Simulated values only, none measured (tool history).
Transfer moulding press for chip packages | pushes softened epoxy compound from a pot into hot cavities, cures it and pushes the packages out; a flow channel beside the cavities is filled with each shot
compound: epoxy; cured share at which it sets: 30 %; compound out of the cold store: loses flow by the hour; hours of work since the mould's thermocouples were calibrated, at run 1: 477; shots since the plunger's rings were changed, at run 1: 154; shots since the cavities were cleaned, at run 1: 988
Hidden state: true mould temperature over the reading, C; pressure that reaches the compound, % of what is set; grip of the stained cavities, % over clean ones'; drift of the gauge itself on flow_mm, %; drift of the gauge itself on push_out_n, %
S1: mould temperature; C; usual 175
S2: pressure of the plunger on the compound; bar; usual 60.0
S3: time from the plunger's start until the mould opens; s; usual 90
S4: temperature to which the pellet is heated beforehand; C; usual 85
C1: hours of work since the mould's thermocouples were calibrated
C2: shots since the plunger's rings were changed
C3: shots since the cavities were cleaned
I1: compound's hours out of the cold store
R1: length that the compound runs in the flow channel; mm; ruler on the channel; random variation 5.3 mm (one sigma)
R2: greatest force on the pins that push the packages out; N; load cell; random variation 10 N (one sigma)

run,hour,S1,S2,S3,S4,C1,C2,C3,I1,R1,R2
1,0.0,175,60.0,90,85,477,154,988,42.8,903,682
# hour 11.4: cavities cleaned with cleaning compound and waxed
2,76.4,175,60.0,90,85,531,1295,989,14.6,1021,708
# hour 91.0: cavities cleaned with cleaning compound and waxed
3,110.5,175,60.0,90,85,554,1792,297,8.3,1047,632
# hour 167.8: cavities cleaned with cleaning compound and waxed
4,189.8,175,60.0,90,85,610,2979,337,14.5,1000,599
# hour 242.7: cavities cleaned with cleaning compound and waxed
5,242.7,175,73.9,90,85,647,3761,0,35.8,984,473
6,302.2,175,60.0,94,85,689,4668,907,32.7,889,625
# hour 319.6: cavities cleaned with cleaning compound and waxed
# hour 337.4: mould's thermocouples calibrated
7,355.4,175,60.0,94,85,13,5426,514,30.8,886,525
# hour 400.1: cavities cleaned with cleaning compound and waxed
8,407.9,175,60.0,94,85,49,6203,119,17.0,939,507
# hour 453.5: plunger's sealing rings changed
# hour 478.8: cavities cleaned with cleaning compound and waxed
9,481.4,175,60.0,90,85,99,402,40,14.6,1020,486
10,518.4,175,60.0,90,85,125,965,603,16.8,1002,635
# hour 555.6: cavities cleaned with cleaning compound and waxed
11,568.6,175,60.0,90,85,160,1708,198,46.9,863,490
12,628.6,175,60.0,90,85,203,2622,1112,47.9,843,635
# hour 636.6: cavities cleaned with cleaning compound and waxed
13,702.8,175,60.0,90,85,255,3731,1009,9.1,1013,695
# hour 713.3: cavities cleaned with cleaning compound and waxed
14,762.6,175,60.0,90,85,297,4620,752,22.0,937,646
# hour 788.5: cavities cleaned with cleaning compound and waxed
15,811.8,175,60.0,90,88,331,5346,355,12.5,973,585
# hour 866.5: cavities cleaned with cleaning compound and waxed
16,870.5,175,63.8,90,85,372,6217,60,25.2,933,507
# hour 914.2: plunger's sealing rings changed
# hour 948.0: cavities cleaned with cleaning compound and waxed
17,951.7,170,70.8,89,85,427,548,56,21.4,1102,784
18,1019.8,170,70.5,88,92,476,1586,1094,45.3,959,951
# hour 1028.3: cavities cleaned with cleaning compound and waxed
19,1098.7,181,52.4,85,89,531,2766,1073,27.3,854,563
# hour 1103.4: cavities cleaned with cleaning compound and waxed
20,1140.3,175,48.5,90,79,560,3377,563,12.6,898,673
# hour 1179.4: cavities cleaned with cleaning compound and waxed
21,1195.9,175,48.7,121,76,598,4202,252,40.6,772,425
# hour 1257.7: cavities cleaned with cleaning compound and waxed
22,1269.0,180,48.7,121,82,649,5294,173,28.1,799,390
23,1314.3,180,48.7,108,82,682,5983,862,27.7,784,505
# hour 1333.0: cavities cleaned with cleaning compound and waxed
# hour 1358.2: mould's thermocouples calibrated
# hour 1377.8: plunger's sealing rings changed
24,1393.9,180,49.2,72,82,24,245,859,45.9,781,705
# hour 1413.3: cavities cleaned with cleaning compound and waxed
25,1472.6,180,49.2,80,81,79,1423,904,23.8,859,591
# hour 1488.4: cavities cleaned with cleaning compound and waxed
26,1506.1,180,49.2,80,83,102,1910,270,30.4,826,519

The same runs without the tool's hidden state, with the same run-to-run variation:
run,R1,R2
1,901,441
2,1033,459
3,1066,474
4,1034,456
5,1027,434
6,939,409
7,951,401
8,1020,449
9,1023,457
10,1013,466
11,881,416
12,870,421
13,1060,457
14,992,449
15,1040,448
16,1009,453
17,1107,668
18,975,594
19,883,377
20,936,472
21,815,354
22,855,341
23,847,357
24,783,497
25,874,417
26,846,436
